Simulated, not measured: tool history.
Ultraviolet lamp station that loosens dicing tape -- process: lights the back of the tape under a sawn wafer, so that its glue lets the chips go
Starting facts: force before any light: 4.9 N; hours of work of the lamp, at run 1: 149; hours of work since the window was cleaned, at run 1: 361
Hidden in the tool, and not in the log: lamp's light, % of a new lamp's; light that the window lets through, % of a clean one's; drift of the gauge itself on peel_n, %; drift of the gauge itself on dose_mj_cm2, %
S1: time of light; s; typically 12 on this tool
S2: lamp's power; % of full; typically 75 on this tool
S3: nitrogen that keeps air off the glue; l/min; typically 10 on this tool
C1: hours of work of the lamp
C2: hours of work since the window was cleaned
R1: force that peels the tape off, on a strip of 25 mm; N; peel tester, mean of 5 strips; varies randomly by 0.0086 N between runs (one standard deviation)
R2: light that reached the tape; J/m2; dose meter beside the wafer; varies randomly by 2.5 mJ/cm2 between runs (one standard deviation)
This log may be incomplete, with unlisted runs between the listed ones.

| run | day | S1 | S2 | S3 | C1 | C2 | R1 | R2 |
|---|---|---|---|---|---|---|---|---|
| 1 | 0.000 | 12 | 75 | 10 | 149 | 361 | 0.459 | 2650 |
| 2 | 1.438 | 12 | 75 | 10 | 165 | 376 | 0.469 | 2630 |
| 3 | 2.325 | 11 | 75 | 10 | 174 | 386 | 0.553 | 2400 |
| 4 | 3.579 | 11 | 75 | 10 | 188 | 399 | 0.538 | 2390 |
| 5 | 5.062 | 11 | 75 | 10 | 204 | 415 | 0.569 | 2360 |
|  | 5.225 | window cleaned of glue's vapour |
| 6 | 5.917 | 11 | 75 | 10 | 213 | 7 | 0.621 | 2190 |
| 7 | 6.975 | 12 | 90 | 10 | 224 | 19 | 0.386 | 2930 |
| 8 | 7.996 | 12 | 75 | 18 | 235 | 30 | 0.485 | 2420 |
| 9 | 9.104 | 12 | 75 | 18 | 247 | 42 | 0.461 | 2360 |
| 10 | 10.042 | 12 | 75 | 9 | 257 | 52 | 0.568 | 2400 |
|  | 11.654 | window cleaned of glue's vapour, once more |
| 11 | 11.846 | 12 | 75 | 9 | 276 | 2 | 0.428 | 2820 |
| 12 | 13.342 | 20 | 85 | 10 | 292 | 18 | 0.176 | 5310 |
| 13 | 14.721 | 11 | 75 | 12 | 307 | 33 | 0.471 | 2520 |

For run 14, what comes out?
| 14 | 15.608 | 23 | 75 | 14 | 317 | 42 | ? | ? |

R1: 0.194 N
R2: 5320 J/m2
Had the tool carried no hidden state, the very same run would have given R1 0.186 N, R2 6030 J/m2.
